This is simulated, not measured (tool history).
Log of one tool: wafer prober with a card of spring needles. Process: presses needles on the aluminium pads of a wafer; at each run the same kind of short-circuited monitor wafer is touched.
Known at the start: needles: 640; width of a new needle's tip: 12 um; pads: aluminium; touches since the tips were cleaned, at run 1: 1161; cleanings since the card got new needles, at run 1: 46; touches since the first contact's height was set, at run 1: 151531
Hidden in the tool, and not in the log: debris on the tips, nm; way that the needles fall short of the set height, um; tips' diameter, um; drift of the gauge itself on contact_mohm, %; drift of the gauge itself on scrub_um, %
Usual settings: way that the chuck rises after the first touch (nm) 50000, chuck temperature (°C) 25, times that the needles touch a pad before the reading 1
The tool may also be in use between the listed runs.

run   hour  way that the chuck rises after the first touch (nm)  chuck temperature (°C)  times that the needles touch a pad before the reading  touches since the tips were cleaned  cleanings since the card got new needles  touches since the first contact's height was set  resistance of one needle with its contact and lead (mohm)  way that a needle slides on the pad (nm)
  1    0.0                                                50000                      25                                                      1                                 1161                                        46                                            151531                                                        199                                      9930
       3.1  -- tips cleaned on abrasive film
       8.8  -- tips cleaned on abrasive film
  2   11.5                                                31000                      25                                                      1                                 1545                                        48                                            157958                                                        244                                      5770
      14.3  -- tips cleaned on abrasive film
  3   18.5                                                31000                      25                                                      1                                 2388                                        49                                            161895                                                        262                                      5760
      19.8  -- tips cleaned on abrasive film
  4   23.8                                                50000                      25                                                      1                                 2290                                        50                                            164836                                                        208                                      9810
      25.1  -- tips cleaned on abrasive film
  5   30.0                                                50000                      25                                                      1                                 2759                                        51                                            168294                                                        212                                      9780
      31.2  -- tips cleaned on abrasive film
      36.3  -- tips cleaned on abrasive film
  6   37.7                                                50000                      25                                                      1                                  768                                        53                                            172556                                                        195                                      9780
      42.1  -- tips cleaned on abrasive film
      47.5  -- tips cleaned on abrasive film
  7   48.8                                                50000                      25                                                      1                                  731                                        55                                            178764                                                        193                                      9720
      53.0  -- tips cleaned on abrasive film
  8   57.0                                                50000                      25                                                      1                                 2258                                        56                                            183357                                                        212                                      9700
      58.1  -- tips cleaned on abrasive film
      63.9  -- tips cleaned on abrasive film
  9   63.9                                                50000                      25                                                      1                                    0                                        58                                            187183                                                        182                                      9710
      69.7  -- tips cleaned on abrasive film
 10   72.3                                                50000                      25                                                      1                                 1525                                        59                                            191920                                                        205                                      9700
      74.9  -- tips cleaned on abrasive film
 11   79.9                                                50000                      25                                                      1                                 2809                                        60                                            196152                                                        215                                      9650
      80.8  -- tips cleaned on abrasive film
      86.6  -- tips cleaned on abrasive film
 12   90.5                                                50000                      39                                                      1                                 2233                                        62                                            202068                                                        212                                      9620
      92.2  -- tips cleaned on abrasive film
      97.7  -- tips cleaned on abrasive film
 13   98.0                                                50000                      39                                                      1                                  171                                        64                                            206205                                                        188                                      9530
     102.9  -- tips cleaned on abrasive film
 14  104.6                                                41000                      39                                                      1                                  955                                        65                                            209926                                                        211                                      7650
     108.4  -- tips cleaned on abrasive film
     114.2  -- tips cleaned on abrasive film
 15  116.6                                                50000                      25                                                      1                                 1341                                        67                                            216626                                                        204                                      9600
     120.2  -- tips cleaned on abrasive film
 16  122.7                                                50000                      25                                                      2                                 1424                                        68                                            220026                                                        193                                      9620
     126.0  -- tips cleaned on abrasive film
 17  128.9                                                68000                      25                                                      2                                 1639                                        69                                            223488                                                        186                                     13370
     131.1  -- tips cleaned on abrasive film
     136.6  -- tips cleaned on abrasive film
 18  139.0                                                68000                      25                                                      2                                 1354                                        71                                            229110                                                        184                                     13330
     141.9  -- tips cleaned on abrasive film
     147.4  -- tips cleaned on abrasive film
 19  148.1                                                63000                      25                                                      3                                  430                                        73                                            234200                                                        181                                     12200
     152.5  -- tips cleaned on abrasive film
     158.2  -- tips cleaned on abrasive film
 20  160.5                                                63000                      25                                                      3                                 1324                                        75                                            241148                                                        184                                     12120

The next listed run, before its measurement:
     163.9  -- tips cleaned on abrasive film
     167.2  -- height of the first contact set anew
 21  168.6                                                56000                      88                                                      2                                 2527                                        76                                               767                                                          ?                                         ?

resistance of one needle with its contact and lead (mohm): 199
way that a needle slides on the pad (nm): 12030
Without the tool's hidden state the same run would have given resistance of one needle with its contact and lead (mohm) 185, way that a needle slides on the pad (nm) 12030.
